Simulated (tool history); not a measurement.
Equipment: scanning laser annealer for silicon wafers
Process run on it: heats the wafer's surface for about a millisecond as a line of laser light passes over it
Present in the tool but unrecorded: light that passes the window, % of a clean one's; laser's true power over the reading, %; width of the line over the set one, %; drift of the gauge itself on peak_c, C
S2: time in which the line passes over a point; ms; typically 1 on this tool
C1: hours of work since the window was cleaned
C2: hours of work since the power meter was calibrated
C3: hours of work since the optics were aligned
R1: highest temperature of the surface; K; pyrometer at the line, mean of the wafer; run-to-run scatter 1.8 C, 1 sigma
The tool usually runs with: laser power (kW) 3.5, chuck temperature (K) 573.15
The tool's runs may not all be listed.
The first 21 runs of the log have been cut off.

{"run": 22, "hour": 1116.9, "laser power (kW)": 3.076, "S2": 0.88, "chuck temperature (K)": 567.15, "C1": 458, "C2": 1840, "C3": 466, "R1": 1149.15}
{"run": 23, "hour": 1150.3, "laser power (kW)": 3.195, "S2": 1.22, "chuck temperature (K)": 573.15, "C1": 483, "C2": 1864, "C3": 490, "R1": 1293.15}
{"run": 24, "hour": 1212.8, "laser power (kW)": 3.195, "S2": 1.22, "chuck temperature (K)": 573.15, "C1": 528, "C2": 1910, "C3": 535, "R1": 1289.15}
{"run": 25, "hour": 1276.5, "laser power (kW)": 3.29, "S2": 0.8, "chuck temperature (K)": 554.15, "C1": 574, "C2": 1956, "C3": 582, "R1": 1153.15}
{"run": 26, "hour": 1314.2, "laser power (kW)": 3.29, "S2": 0.8, "chuck temperature (K)": 554.15, "C1": 602, "C2": 1983, "C3": 609, "R1": 1153.15}
{"run": 27, "hour": 1369.3, "laser power (kW)": 3.29, "S2": 0.8, "chuck temperature (K)": 554.15, "C1": 642, "C2": 2024, "C3": 649, "R1": 1151.15}
{"run": 28, "hour": 1419.1, "laser power (kW)": 3.29, "S2": 0.76, "chuck temperature (K)": 554.15, "C1": 678, "C2": 2060, "C3": 686, "R1": 1135.15}
{"run": 29, "hour": 1478.8, "laser power (kW)": 3.29, "S2": 0.76, "chuck temperature (K)": 554.15, "C1": 722, "C2": 2103, "C3": 729, "R1": 1135.15}
{"run": 30, "hour": 1545.9, "laser power (kW)": 3.5, "S2": 1.02, "chuck temperature (K)": 573.15, "C1": 770, "C2": 2152, "C3": 778, "R1": 1300.15}
{"run": 31, "hour": 1596.1, "laser power (kW)": 3.566, "S2": 1, "chuck temperature (K)": 577.15, "C1": 807, "C2": 2189, "C3": 814, "R1": 1316.15}
{"run": 32, "hour": 1646.2, "laser power (kW)": 3.342, "S2": 0.94, "chuck temperature (K)": 612.15, "C1": 843, "C2": 2225, "C3": 851, "R1": 1266.15}
{"run": 33, "hour": 1706.3, "laser power (kW)": 3.342, "S2": 0.94, "chuck temperature (K)": 612.15, "C1": 887, "C2": 2269, "C3": 895, "R1": 1268.15}
{"run": 34, "hour": 1774.2, "laser power (kW)": 3.423, "S2": 0.81, "chuck temperature (K)": 612.15, "C1": 936, "C2": 2318, "C3": 944, "R1": 1240.15}
{"hour": 1812.9, "done": "window over the wafer cleaned"}
{"run": 35, "hour": 1824.5, "laser power (kW)": 3.423, "S2": 0.81, "chuck temperature (K)": 612.15, "C1": 8, "C2": 2353, "C3": 979, "R1": 1255.15}
{"run": 36, "hour": 1884.6, "laser power (kW)": 3.423, "S2": 0.79, "chuck temperature (K)": 552.15, "C1": 52, "C2": 2397, "C3": 1023, "R1": 1189.15}
{"run": 37, "hour": 1917.9, "laser power (kW)": 3.777, "S2": 0.79, "chuck temperature (K)": 600.15, "C1": 76, "C2": 2421, "C3": 1047, "R1": 1319.15}
{"run": 38, "hour": 1966.4, "laser power (kW)": 3.464, "S2": 1.04, "chuck temperature (K)": 609.15, "C1": 112, "C2": 2457, "C3": 1082, "R1": 1351.15}
{"run": 39, "hour": 2005.3, "laser power (kW)": 3.464, "S2": 1.04, "chuck temperature (K)": 609.15, "C1": 140, "C2": 2485, "C3": 1111, "R1": 1349.15}

Below are 5 alternative next runs, each starting from the tool's condition after run 39. Predict each:
{"run": "A", "hour": 2078.3, "laser power (kW)": 3.534, "S2": 1.01, "chuck temperature (K)": 560.15, "C1": 193, "C2": 2538, "C3": 1164, "R1": "?"}
{"run": "B", "hour": 2078.3, "laser power (kW)": 3.522, "S2": 1.21, "chuck temperature (K)": 573.15, "C1": 193, "C2": 2538, "C3": 1164, "R1": "?"}
{"run": "C", "hour": 2078.3, "laser power (kW)": 3.5, "S2": 0.96, "chuck temperature (K)": 573.15, "C1": 193, "C2": 2538, "C3": 1164, "R1": "?"}
{"run": "D", "hour": 2078.3, "laser power (kW)": 3.676, "S2": 0.79, "chuck temperature (K)": 600.15, "C1": 193, "C2": 2538, "C3": 1164, "R1": "?"}
{"run": "E", "hour": 2078.3, "laser power (kW)": 3.43, "S2": 1.1, "chuck temperature (K)": 585.15, "C1": 193, "C2": 2538, "C3": 1164, "R1": "?"}

run=A R1=1302.15
run=B R1=1386.15
run=C R1=1288.15
run=D R1=1292.15
run=E R1=1333.15
Stripped of hidden state, with their random variation kept, the same runs would have yielded:
run=A R1=1299.15
run=B R1=1383.15
run=C R1=1286.15
run=D R1=1289.15
run=E R1=1331.15

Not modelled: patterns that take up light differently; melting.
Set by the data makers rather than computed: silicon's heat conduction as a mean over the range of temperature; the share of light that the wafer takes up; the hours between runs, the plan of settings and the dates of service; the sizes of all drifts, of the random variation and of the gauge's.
